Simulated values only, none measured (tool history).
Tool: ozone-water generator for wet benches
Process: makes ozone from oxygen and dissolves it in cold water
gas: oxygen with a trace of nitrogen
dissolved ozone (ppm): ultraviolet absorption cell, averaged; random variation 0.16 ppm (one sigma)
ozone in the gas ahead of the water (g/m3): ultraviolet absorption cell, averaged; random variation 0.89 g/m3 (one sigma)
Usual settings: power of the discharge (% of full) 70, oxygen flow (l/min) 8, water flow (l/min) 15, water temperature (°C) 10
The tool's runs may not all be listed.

run	hour	power of the discharge (% of full)	oxygen flow (l/min)	water flow (l/min)	water temperature (°C)	dissolved ozone (ppm)	ozone in the gas ahead of the water (g/m3)
1	0	70	8	15	10	18.8	146.8
2	55.7	70	8	15	10	18.7	148.1
3	118.8	70	8	15	10	18.7	146.7
4	149.7	70	8	12	10	22.3	146.7
# hour 219.4: water thermometer calibrated
5	219.4	70	8	12	15	20.1	148.1
6	290.7	70	8	12	15	20.1	146.8
7	335.7	70	8	15	10	18.7	146.7
8	392.2	70	8	15	10	18.9	144.6
9	422.9	70	8	15	9	18.9	146.4
10	466.8	70	8	10	9	25.6	147.4
11	499.2	70	11.31	10	9	23.3	120.2
12	571.6	70	11.31	10	9	22.6	119.5
13	604.1	70	8	15	10	18.7	146
14	654.8	70	8	15	10	18.5	146.1
15	690.9	70	8	15	10	18.9	145.9
16	730.6	70	8	15	10	18.4	145.9
17	803	70	8	15	11	18.4	145.3
18	875	78	9.85	9	6	29.6	139.1
19	943.2	78	7.15	9	10	29.2	167.3
20	1012.9	78	7.15	9	10	29	170
21	1060.7	60	4.6	18	10	14.3	178.1
22	1118.4	60	4.6	16	10	16.2	177.2
23	1152.1	60	4.6	16	9	16.2	177.9
24	1208.4	60	4.6	16	9	16.1	175.8
25	1247.4	63	8	15	10	16.8	134.1
26	1303.1	63	8	15	10	17	132.9
27	1349.3	63	8	15	10	16.7	133.3
28	1392.5	44	4	18	8	11.4	152.7
29	1449.5	44	4	18	8	11.2	151.1
30	1518.6	70	8	11	10	22.8	143.7
31	1590.8	70	13.5	11	10	19.4	107.4
32	1662.5	97	11.92	15	10	21.7	147
33	1724.5	91	4.89	10	10	31.9	232.9
34	1769.3	91	4.89	10	10	31.6	231

Measured less the same run without the tool's hidden state. The same run-to-run variation is in both; the gauge's scatter may not be:
The hidden state here: yield of the discharge, % of new electrodes'; contactor's efficiency, % of a clean one's; true water temperature over the reading, C; drift of the gauge itself on ozone_ppm, %; drift of the gauge itself on gas_g_m3, %.
run	dissolved ozone (ppm)	ozone in the gas ahead of the water (g/m3)
1	-1.4	-0.6
2	-1.5	-0.7
3	-1.5	-0.8
4	-1.7	-0.9
5	-1.5	-1.1
6	-1.6	-1.2
7	-1.5	-1.4
8	-1.6	-1.5
9	-1.6	-1.6
10	-2	-1.7
11	-1.9	-1.5
12	-1.8	-1.6
13	-1.7	-2
14	-1.7	-2.1
15	-1.8	-2.2
16	-1.7	-2.3
17	-1.8	-2.5
18	-2.7	-2.8
19	-2.7	-3.5
20	-2.7	-3.8
21	-1.5	-3.3
22	-1.7	-3.5
23	-1.8	-3.5
24	-1.8	-3.7
25	-1.9	-3
26	-1.9	-3.1
27	-1.9	-3.2
28	-1.2	-2.7
29	-1.3	-2.7
30	-2.7	-4.2
31	-2.3	-3.2
32	-2.9	-5.7
33	-4.1	-9.1
34	-4.1	-9.2
